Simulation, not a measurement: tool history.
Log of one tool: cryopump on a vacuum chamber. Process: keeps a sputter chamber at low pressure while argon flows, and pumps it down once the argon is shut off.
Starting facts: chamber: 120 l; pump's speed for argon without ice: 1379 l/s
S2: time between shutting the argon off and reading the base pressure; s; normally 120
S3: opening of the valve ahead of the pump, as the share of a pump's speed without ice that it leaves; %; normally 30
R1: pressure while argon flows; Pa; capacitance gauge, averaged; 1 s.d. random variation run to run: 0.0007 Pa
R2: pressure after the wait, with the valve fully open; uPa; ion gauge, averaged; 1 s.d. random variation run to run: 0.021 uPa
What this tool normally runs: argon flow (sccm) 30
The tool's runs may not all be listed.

{"run": 1, "hour": 0.0, "argon flow (sccm)": 30, "S2": 120, "S3": 30, "R1": 0.1244, "R2": 1.77}
{"run": 2, "hour": 73.5, "argon flow (sccm)": 30, "S2": 120, "S3": 30, "R1": 0.1249, "R2": 1.82}
{"run": 3, "hour": 146.3, "argon flow (sccm)": 30, "S2": 214, "S3": 30, "R1": 0.1272, "R2": 1.79}
{"run": 4, "hour": 242.5, "argon flow (sccm)": 30, "S2": 214, "S3": 30, "R1": 0.1286, "R2": 1.93}
{"run": 5, "hour": 290.8, "argon flow (sccm)": 13, "S2": 120, "S3": 30, "R1": 0.0549, "R2": 2.16}
{"hour": 347.1, "done": "pump warmed up, emptied and cooled again"}
{"run": 6, "hour": 392.8, "argon flow (sccm)": 46, "S2": 120, "S3": 30, "R1": 0.1872, "R2": 1.92}
{"run": 7, "hour": 439.7, "argon flow (sccm)": 30, "S2": 120, "S3": 42, "R1": 0.0887, "R2": 2.01}
{"run": 8, "hour": 511.6, "argon flow (sccm)": 30, "S2": 120, "S3": 42, "R1": 0.0907, "R2": 2.1}
{"run": 9, "hour": 590.8, "argon flow (sccm)": 54, "S2": 120, "S3": 30, "R1": 0.2257, "R2": 2.2}
{"run": 10, "hour": 669.0, "argon flow (sccm)": 54, "S2": 120, "S3": 30, "R1": 0.2288, "R2": 2.3}
{"run": 11, "hour": 759.3, "argon flow (sccm)": 54, "S2": 120, "S3": 30, "R1": 0.2314, "R2": 2.43}
{"hour": 811.9, "done": "pump warmed up, emptied and cooled again"}
{"run": 12, "hour": 875.7, "argon flow (sccm)": 54, "S2": 120, "S3": 30, "R1": 0.2214, "R2": 2.17}
{"run": 13, "hour": 966.3, "argon flow (sccm)": 54, "S2": 120, "S3": 30, "R1": 0.2257, "R2": 2.33}
{"run": 14, "hour": 1015.7, "argon flow (sccm)": 54, "S2": 120, "S3": 30, "R1": 0.2259, "R2": 2.49}
{"run": 15, "hour": 1068.6, "argon flow (sccm)": 30, "S2": 120, "S3": 30, "R1": 0.1255, "R2": 2.47}
{"run": 16, "hour": 1179.2, "argon flow (sccm)": 30, "S2": 120, "S3": 30, "R1": 0.1275, "R2": 2.62}
{"hour": 1277.9, "done": "pump warmed up, emptied and cooled again"}
{"run": 17, "hour": 1277.9, "argon flow (sccm)": 30, "S2": 120, "S3": 30, "R1": 0.1224, "R2": 2.41}
{"run": 18, "hour": 1373.9, "argon flow (sccm)": 30, "S2": 120, "S3": 30, "R1": 0.1234, "R2": 2.5}
{"run": 19, "hour": 1433.2, "argon flow (sccm)": 30, "S2": 57, "S3": 34, "R1": 0.1087, "R2": 2.89}
{"run": 20, "hour": 1531.7, "argon flow (sccm)": 30, "S2": 57, "S3": 34, "R1": 0.1109, "R2": 3.0}
{"run": 21, "hour": 1640.7, "argon flow (sccm)": 54, "S2": 68, "S3": 37, "R1": 0.1899, "R2": 3.14}
{"run": 22, "hour": 1719.4, "argon flow (sccm)": 14, "S2": 34, "S3": 39, "R1": 0.0466, "R2": 3.64}
{"hour": 1741.2, "done": "pump warmed up, emptied and cooled again"}
{"run": 23, "hour": 1797.1, "argon flow (sccm)": 14, "S2": 43, "S3": 35, "R1": 0.0497, "R2": 3.21}
{"run": 24, "hour": 1864.1, "argon flow (sccm)": 16, "S2": 50, "S3": 54, "R1": 0.0377, "R2": 3.09}
{"run": 25, "hour": 1920.0, "argon flow (sccm)": 58, "S2": 62, "S3": 28, "R1": 0.2579, "R2": 3.21}
{"run": 26, "hour": 1970.6, "argon flow (sccm)": 30, "S2": 155, "S3": 54, "R1": 0.0728, "R2": 2.91}
{"run": 27, "hour": 2072.3, "argon flow (sccm)": 30, "S2": 155, "S3": 54, "R1": 0.0731, "R2": 2.97}
{"run": 28, "hour": 2128.3, "argon flow (sccm)": 30, "S2": 155, "S3": 54, "R1": 0.0735, "R2": 3.28}
{"hour": 2205.3, "done": "pump warmed up, emptied and cooled again"}
{"run": 29, "hour": 2205.3, "argon flow (sccm)": 32, "S2": 120, "S3": 17, "R1": 0.2309, "R2": 2.94}
{"hour": 2223.2, "done": "leaking fittings of the chamber tightened, without venting"}
{"run": 30, "hour": 2300.4, "argon flow (sccm)": 39, "S2": 280, "S3": 59, "R1": 0.0832, "R2": 0.4}
{"run": 31, "hour": 2400.7, "argon flow (sccm)": 30, "S2": 120, "S3": 39, "R1": 0.0961, "R2": 0.62}
{"run": 32, "hour": 2484.6, "argon flow (sccm)": 30, "S2": 120, "S3": 39, "R1": 0.099, "R2": 0.67}
{"run": 33, "hour": 2592.7, "argon flow (sccm)": 30, "S2": 120, "S3": 39, "R1": 0.1014, "R2": 0.76}
{"run": 34, "hour": 2651.5, "argon flow (sccm)": 30, "S2": 120, "S3": 25, "R1": 0.1543, "R2": 0.79}
{"hour": 2674.6, "done": "pump warmed up, emptied and cooled again"}
{"run": 35, "hour": 2749.0, "argon flow (sccm)": 12, "S2": 159, "S3": 28, "R1": 0.0532, "R2": 0.76}

3 options for the next run, each taken on its own from the tool as it stands now. Forecast them:
{"run": "A", "hour": 2813.7, "argon flow (sccm)": 42, "S2": 35, "S3": 30, "R1": "?", "R2": "?"}
{"run": "B", "hour": 2813.7, "argon flow (sccm)": 52, "S2": 159, "S3": 28, "R1": "?", "R2": "?"}
{"run": "C", "hour": 2813.7, "argon flow (sccm)": 12, "S2": 159, "S3": 28, "R1": "?", "R2": "?"}

run=A R1=0.1747 R2=1.43
run=B R1=0.2336 R2=0.76
run=C R1=0.0535 R2=0.80
Had the tool no hidden state, the same runs would have come out as:
run=A R1=0.1713 R2=1.07
run=B R1=0.2292 R2=0.40
run=C R1=0.0526 R2=0.43
